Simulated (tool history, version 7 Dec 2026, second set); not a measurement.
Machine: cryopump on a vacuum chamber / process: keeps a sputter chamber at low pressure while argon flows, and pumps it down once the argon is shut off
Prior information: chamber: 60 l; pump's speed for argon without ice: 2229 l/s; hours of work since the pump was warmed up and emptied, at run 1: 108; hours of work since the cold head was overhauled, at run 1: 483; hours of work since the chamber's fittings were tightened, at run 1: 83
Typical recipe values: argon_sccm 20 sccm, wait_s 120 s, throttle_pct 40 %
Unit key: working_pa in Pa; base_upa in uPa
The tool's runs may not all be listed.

run	hour	argon_sccm	wait_s	throttle_pct	hours of work since the pump was warmed up and emptied	hours of work since the cold head was overhauled	hours of work since the chamber's fittings were tightened	working_pa	base_upa
1	0.0	20	120	40	108	483	83	0.0392	0.62
2	11.3	20	80	40	115	490	90	0.0392	0.83
3	21.0	20	120	17	121	496	96	0.0898	0.68
4	31.9	20	120	17	128	503	102	0.0901	0.64
5	54.2	20	120	17	142	516	116	0.0901	0.67
6	68.8	20	120	17	151	525	125	0.0908	0.71
7	89.9	20	120	17	164	538	138	0.0911	0.75
8	110.3	20	120	17	176	551	150	0.0918	0.69
9	123.0	20	120	17	184	559	158	0.0902	0.69
10	138.9	20	154	40	194	568	168	0.0400	0.65
11	154.5	20	114	40	203	578	178	0.0398	0.82
12	175.6	20	25	40	216	591	191	0.0395	2.14
13	192.5	20	120	40	227	601	201	0.0406	0.76
14	208.3	20	120	40	236	611	211	0.0403	0.80
15	219.8	20	38	40	244	618	218	0.0403	1.63
16	229.1	13	120	40	249	624	224	0.0267	0.83
17	249.1	13	120	40	262	636	236	0.0262	0.82
18	264.3	20	291	40	271	645	245	0.0406	0.64
19	274.5	11	59	40	277	652	251	0.0224	1.26
20	285.9	28	130	47	284	659	258	0.0493	0.83
21	301.0	20	111	37	293	668	268	0.0438	0.90
22	324.0	26	299	50	308	682	282	0.0433	0.67
23	333.6	26	299	50	314	688	288	0.0432	0.72
24	349.5	11	22	38	323	698	298	0.0245	2.63
25	370.0	9	221	27	336	710	310	0.0267	0.78
26	385.5	9	165	27	345	720	320	0.0264	0.83
27	404.6	13	120	27	357	732	331	0.0397	0.92
# hour 421.3: pump warmed up, emptied and cooled again
28	422.9	22	34	40	1	740	340	0.0419	1.87
29	438.0	25	27	22	10	749	349	0.0867	2.23
30	456.4	16	204	27	22	761	360	0.0454	0.78
31	477.3	16	204	27	34	773	373	0.0456	0.75
32	488.7	13	132	40	41	780	380	0.0253	0.89
33	510.5	13	132	40	55	794	393	0.0241	0.91
34	520.0	10	120	49	61	800	399	0.0165	0.98

Entry by entry between the runs, the difference in hidden state between the last listed run before and the first listed run after:
Between runs 27 and 28: pump warmed up, emptied and cooled again (hour 421.3)
  pump's speed, % of a pump's without ice: 82.6 -> 99.8; cold plate's temperature, K: 12.69 -> 12.7; leak into the chamber, uPa l/s: 1089 -> 1109
  measured minus no-state result, working_pa: +0.0023 -> +0.0002 Pa; base_upa: +0.46 -> +0.38 uPa
